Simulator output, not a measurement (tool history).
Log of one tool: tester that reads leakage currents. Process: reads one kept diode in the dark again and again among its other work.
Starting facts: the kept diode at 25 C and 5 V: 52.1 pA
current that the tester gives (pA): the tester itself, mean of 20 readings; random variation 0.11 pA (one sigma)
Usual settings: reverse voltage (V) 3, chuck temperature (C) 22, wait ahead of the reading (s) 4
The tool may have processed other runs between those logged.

run,day,reverse voltage (V),chuck temperature (C),wait ahead of the reading (s),current that the tester gives (pA)
1,0,3,22,4,31.17
2,2.854,3,22,4,31.1
3,8.533,3,22,4,31.07
4,11.25,3,22,4,31.06
5,14.533,3,22,4,31.15
6,17.433,3,41,4,160.84
7,21.979,3,22,2.62,31.21
# day 25.046: chuck's temperature calibrated
8,25.046,3,22,4,32.62
9,29.933,3,22,4,32.66
10,34.321,3,32,4,78.32
11,40.112,3,32,4,77.98
12,43.546,3,32,4,77.91
13,48.696,3,32,4,77.85
14,51.429,3,32,4,77.32
15,55.45,3,35,4,99.95
16,59.196,3,22,4,32.41
17,65.079,3,22,2.67,32.78
18,70.817,3,22,2.67,32.66
19,74.6,3,22,4,32.64
# day 75.225: probe card cleaned and baked
20,79.867,1.83,22,4,23.88
21,82.746,1.83,22,4,23.97
22,85.796,2.65,30,1.29,58.15
23,91.825,10.51,37,0.82,192.59
# day 95.558: chuck's temperature calibrated
24,97.667,1.52,28,3.81,42.15
25,102.533,1.52,28,3.81,41.94
26,105.592,1.91,22,0.48,27.79
27,109.925,1.91,22,0.48,27.7
28,115.771,1.91,36,9.82,91.54
29,119.429,4.77,24,1.85,48.07
30,124.592,1.6,21,1,22.82
31,129.367,1.6,54,1,361.33
32,134.579,7.49,28,1.14,83.36
33,137.017,1.17,54,7.46,314.22
34,140.858,2.48,41,2.61,152.33
35,146.208,3,22,0.53,33.5
36,149.267,3,20,0.53,28.27
37,152.917,3,40,4.13,150.43
38,155.546,3,40,4.13,150.24
39,159.2,3.46,49,4.13,327.55

Forecast each of these 5 alternatives for the next run:
A,162.333,3,29,4,?
B,162.333,3,22,0.56,?
C,162.333,1.89,27,2.39,?
D,162.333,3,25,4.74,?
E,162.333,3.46,25,4.13,?

run,current that the tester gives (pA)
A,59.23
B,33.47
C,40.24
D,41.84
E,44.48
With no hidden state in the tool, these same runs would have given:
run,current that the tester gives (pA)
A,61.23
B,33.44
C,41.79
D,42.52
E,44.98
